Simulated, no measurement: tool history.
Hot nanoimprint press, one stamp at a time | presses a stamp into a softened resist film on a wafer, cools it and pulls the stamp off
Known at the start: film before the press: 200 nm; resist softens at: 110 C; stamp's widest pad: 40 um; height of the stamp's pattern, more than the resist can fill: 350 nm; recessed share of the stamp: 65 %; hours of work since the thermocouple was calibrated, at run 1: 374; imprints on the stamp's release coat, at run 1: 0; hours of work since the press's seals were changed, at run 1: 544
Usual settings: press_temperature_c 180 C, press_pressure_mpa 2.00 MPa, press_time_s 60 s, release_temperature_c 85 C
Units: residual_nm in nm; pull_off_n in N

| run | hour | press_temperature_c | press_pressure_mpa | press_time_s | release_temperature_c | hours of work since the thermocouple was calibrated | imprints on the stamp's release coat | hours of work since the press's seals were changed | residual_nm | pull_off_n |
|---|---|---|---|---|---|---|---|---|---|---|
| 1 | 0.0 | 180 | 2.00 | 60 | 85 | 374 | 0 | 544 | 77.6 | 136 |
|  | 40.8 | plate thermocouple calibrated |
| 2 | 43.7 | 180 | 2.00 | 60 | 85 | 1 | 78 | 560 | 78.3 | 141 |
| 3 | 102.9 | 180 | 2.00 | 60 | 85 | 25 | 191 | 585 | 77.7 | 139 |
| 4 | 173.5 | 180 | 2.00 | 60 | 85 | 54 | 326 | 614 | 78.0 | 137 |
| 5 | 222.3 | 180 | 2.00 | 60 | 85 | 74 | 419 | 634 | 78.1 | 142 |
| 6 | 262.4 | 180 | 2.00 | 60 | 85 | 91 | 495 | 650 | 77.9 | 140 |
| 7 | 297.8 | 187 | 2.00 | 60 | 85 | 105 | 563 | 664 | 55.0 | 139 |
| 8 | 365.5 | 187 | 2.00 | 60 | 85 | 133 | 692 | 692 | 55.1 | 138 |
| 9 | 404.9 | 180 | 2.00 | 60 | 85 | 149 | 767 | 708 | 77.7 | 140 |
| 10 | 478.8 | 180 | 2.00 | 55 | 86 | 179 | 908 | 739 | 80.7 | 133 |
| 11 | 534.2 | 192 | 2.19 | 60 | 79 | 202 | 1013 | 761 | 41.2 | 147 |
| 12 | 570.7 | 186 | 2.60 | 98 | 84 | 217 | 1083 | 776 | 40.7 | 138 |
| 13 | 609.3 | 186 | 2.60 | 98 | 84 | 233 | 1157 | 792 | 41.0 | 140 |
| 14 | 675.3 | 186 | 2.60 | 98 | 84 | 260 | 1282 | 819 | 40.7 | 145 |
| 15 | 708.2 | 173 | 1.98 | 98 | 84 | 273 | 1345 | 832 | 92.9 | 140 |
| 16 | 761.0 | 182 | 2.36 | 98 | 84 | 295 | 1446 | 854 | 52.6 | 144 |
| 17 | 833.1 | 173 | 2.58 | 62 | 83 | 324 | 1583 | 884 | 98.0 | 146 |
| 18 | 870.9 | 171 | 1.22 | 31 | 87 | 340 | 1655 | 899 | 162.6 | 133 |

4 ways to go on from here, each from the tool as it stands after run 18. What would each give?
| A | 933.3 | 171 | 1.76 | 31 | 91 | 365 | 1775 | 925 | ? | ? |
| B | 933.3 | 171 | 1.22 | 107 | 89 | 365 | 1775 | 925 | ? | ? |
| C | 933.3 | 190 | 1.22 | 31 | 81 | 365 | 1775 | 925 | ? | ? |
| D | 933.3 | 170 | 2.28 | 120 | 85 | 365 | 1775 | 925 | ? | ? |

| run | residual_nm | pull_off_n |
|---|---|---|
| A | 148.6 | 132 |
| B | 121.5 | 139 |
| C | 80.5 | 145 |
| D | 95.0 | 138 |
Without the tool's hidden state the same runs would have given:
| run | residual_nm | pull_off_n |
|---|---|---|
| A | 148.6 | 131 |
| B | 121.6 | 138 |
| C | 80.5 | 144 |
| D | 95.1 | 137 |
